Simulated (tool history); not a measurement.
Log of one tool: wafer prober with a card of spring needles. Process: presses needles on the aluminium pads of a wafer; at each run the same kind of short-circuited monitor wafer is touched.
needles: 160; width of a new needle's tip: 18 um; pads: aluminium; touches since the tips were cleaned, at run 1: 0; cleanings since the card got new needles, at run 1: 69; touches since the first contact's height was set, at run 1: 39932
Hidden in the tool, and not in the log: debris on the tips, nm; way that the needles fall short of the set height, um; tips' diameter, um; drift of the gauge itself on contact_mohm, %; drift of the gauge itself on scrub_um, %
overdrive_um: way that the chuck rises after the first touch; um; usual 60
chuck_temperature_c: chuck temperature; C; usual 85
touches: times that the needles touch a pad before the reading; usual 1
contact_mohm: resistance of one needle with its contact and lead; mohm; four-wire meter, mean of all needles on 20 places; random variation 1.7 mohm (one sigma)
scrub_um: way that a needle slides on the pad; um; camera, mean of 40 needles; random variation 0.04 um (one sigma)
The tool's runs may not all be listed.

run   hour  overdrive_um  chuck_temperature_c  touches  touches since the tips were cleaned  cleanings since the card got new needles  touches since the first contact's height was set  contact_mohm  scrub_um
  1    0.0            60                   85        1                                    0                                        69                                             39932           182      7.95
       7.4  -- tips cleaned on abrasive film
      14.8  -- tips cleaned on abrasive film
      22.2  -- tips cleaned on abrasive film
  2   27.4            73                   85        1                                 3664                                        72                                             58922           239      9.69
      29.0  -- tips cleaned on abrasive film
      36.4  -- tips cleaned on abrasive film
      43.8  -- tips cleaned on abrasive film
      49.8  -- tips cleaned on abrasive film
      57.2  -- tips cleaned on abrasive film
  3   61.2            60                   85        1                                 2801                                        77                                             82158           278      7.85
      64.2  -- tips cleaned on abrasive film
      71.6  -- tips cleaned on abrasive film
      79.0  -- tips cleaned on abrasive film
      84.9  -- tips cleaned on abrasive film
  4   90.6            49                   85        1                                 3963                                        81                                            102470           350      6.35
      92.2  -- tips cleaned on abrasive film
      99.6  -- tips cleaned on abrasive film
     107.0  -- tips cleaned on abrasive film
     114.4  -- tips cleaned on abrasive film
     121.8  -- tips cleaned on abrasive film
  5  125.0            49                   85        1                                 2223                                        86                                            126150           324      6.21
     128.0  -- tips cleaned on abrasive film
     135.4  -- tips cleaned on abrasive film
     142.8  -- tips cleaned on abrasive film
  6  145.8            49                   85        1                                 2113                                        89                                            140521           310      6.22
     148.8  -- tips cleaned on abrasive film
     156.2  -- tips cleaned on abrasive film
     160.9  -- height of the first contact set anew
     162.5  -- tips cleaned on abrasive film
     169.9  -- tips cleaned on abrasive film
  7  175.1            60                   85        1                                 3640                                        93                                              9771           282      8.00
     176.6  -- tips cleaned on abrasive film
     182.6  -- tips cleaned on abrasive film
     190.0  -- tips cleaned on abrasive film
     197.4  -- tips cleaned on abrasive film
     203.3  -- tips cleaned on abrasive film
     210.7  -- tips cleaned on abrasive film
  8  213.9            60                   85        2                                 2192                                        99                                             36486           218      7.85
     216.9  -- tips cleaned on abrasive film
     224.3  -- tips cleaned on abrasive film
     231.7  -- tips cleaned on abrasive film
  9  235.9            60                   36        2                                 2935                                       102                                             51684           227      7.91
     238.9  -- tips cleaned on abrasive film
     246.3  -- tips cleaned on abrasive film
     253.7  -- tips cleaned on abrasive film
 10  255.9            60                   36        2                                 1528                                       105                                             65473           218      7.84
     260.4  -- tips cleaned on abrasive film
     267.8  -- tips cleaned on abrasive film
     275.2  -- tips cleaned on abrasive film
     281.1  -- tips cleaned on abrasive film
     288.6  -- tips cleaned on abrasive film
 11  292.2            60                   80        1                                 2583                                       110                                             90534           271      7.85
     295.3  -- tips cleaned on abrasive film
     302.7  -- tips cleaned on abrasive film
     308.6  -- tips cleaned on abrasive film
 12  313.9            60                   85        1                                 3671                                       113                                            105445           303      7.79
     315.4  -- tips cleaned on abrasive film
     322.8  -- tips cleaned on abrasive film
     330.2  -- tips cleaned on abrasive film
 13  333.4            60                   85        1                                 2214                                       116                                            118898           275      7.72
     336.4  -- tips cleaned on abrasive film
     342.4  -- tips cleaned on abrasive film
     349.8  -- tips cleaned on abrasive film
     357.2  -- tips cleaned on abrasive film
     364.6  -- tips cleaned on abrasive film
 14  368.4            60                  122        2                                 2644                                       121                                            143000           252      7.64
     371.4  -- tips cleaned on abrasive film
     378.8  -- tips cleaned on abrasive film
     380.5  -- height of the first contact set anew
     386.5  -- tips cleaned on abrasive film
     393.9  -- tips cleaned on abrasive film
 15  394.5            60                  122        2                                  398                                       125                                              9594           206      8.00
     400.4  -- tips cleaned on abrasive film
     407.8  -- tips cleaned on abrasive film
     415.2  -- tips cleaned on abrasive film
     422.6  -- tips cleaned on abrasive film
 16  424.0            60                  122        2                                  994                                       129                                             30002           212      7.96
     430.0  -- tips cleaned on abrasive film
     437.4  -- tips cleaned on abrasive film
     443.3  -- tips cleaned on abrasive film
 17  448.1            70                   32        1                                 3312                                       132                                             46598           251      9.32
     449.6  -- tips cleaned on abrasive film
     457.0  -- tips cleaned on abrasive film
     464.4  -- tips cleaned on abrasive film
     470.4  -- tips cleaned on abrasive film
 18  472.4            60                   85        1                                 1409                                       136                                             63335           243      7.86
     476.9  -- tips cleaned on abrasive film
     484.3  -- tips cleaned on abrasive film
     490.6  -- tips cleaned on abrasive film
 19  490.6            60                   85        1                                    0                                       139                                             75841           189      7.91
     496.5  -- tips cleaned on abrasive film
     503.9  -- tips cleaned on abrasive film
     511.1  -- tips cleaned on abrasive film
 20  511.1            43                   35        1                                    0                                       142                                             89992           200      5.54
     518.5  -- tips cleaned on abrasive film
     524.4  -- tips cleaned on abrasive film
     531.8  -- tips cleaned on abrasive film
     539.2  -- tips cleaned on abrasive film
 21  542.4            70                   77        1                                 2197                                       146                                            111601           248      9.13
     545.4  -- tips cleaned on abrasive film
     552.8  -- tips cleaned on abrasive film
     558.8  -- tips cleaned on abrasive film
     566.2  -- tips cleaned on abrasive film
 22  566.3            60                   41        2                                   78                                       150                                            128030           179      7.74
     572.2  -- tips cleaned on abrasive film
     579.6  -- tips cleaned on abrasive film
     587.0  -- tips cleaned on abrasive film
 23  590.4            60                  104        2                                 2325                                       153                                            144667           239      7.74
     593.4  -- tips cleaned on abrasive film
     599.5  -- height of the first contact set anew
     601.1  -- tips cleaned on abrasive film
     608.5  -- tips cleaned on abrasive film
     615.9  -- tips cleaned on abrasive film
 24  621.0            41                   46        2                                 3604                                       157                                             14844           361      5.45
     622.6  -- tips cleaned on abrasive film
     630.0  -- tips cleaned on abrasive film
     637.4  -- tips cleaned on abrasive film
     644.8  -- tips cleaned on abrasive film
     650.8  -- tips cleaned on abrasive film
     658.2  -- tips cleaned on abrasive film
 25  659.0            41                   46        2                                  573                                       163                                             40961           245      5.36

The same runs without the tool's hidden state, with the same run-to-run variation:
run  contact_mohm  scrub_um
  1           167      8.05
  2           162      9.81
  3           167      8.04
  4           176      6.56
  5           177      6.48
  6           170      6.53
  7           167      8.02
  8           167      7.93
  9           154      8.03
 10           158      7.98
 11           168      8.04
 12           167      8.02
 13           166      7.99
 14           177      7.96
 15           180      8.02
 16           175      8.02
 17           150      9.41
 18           167      7.99
 19           167      8.08
 20           168      5.74
 21           157      9.37
 22           159      8.03
 23           170      8.07
 24           173      5.48
 25           172      5.45
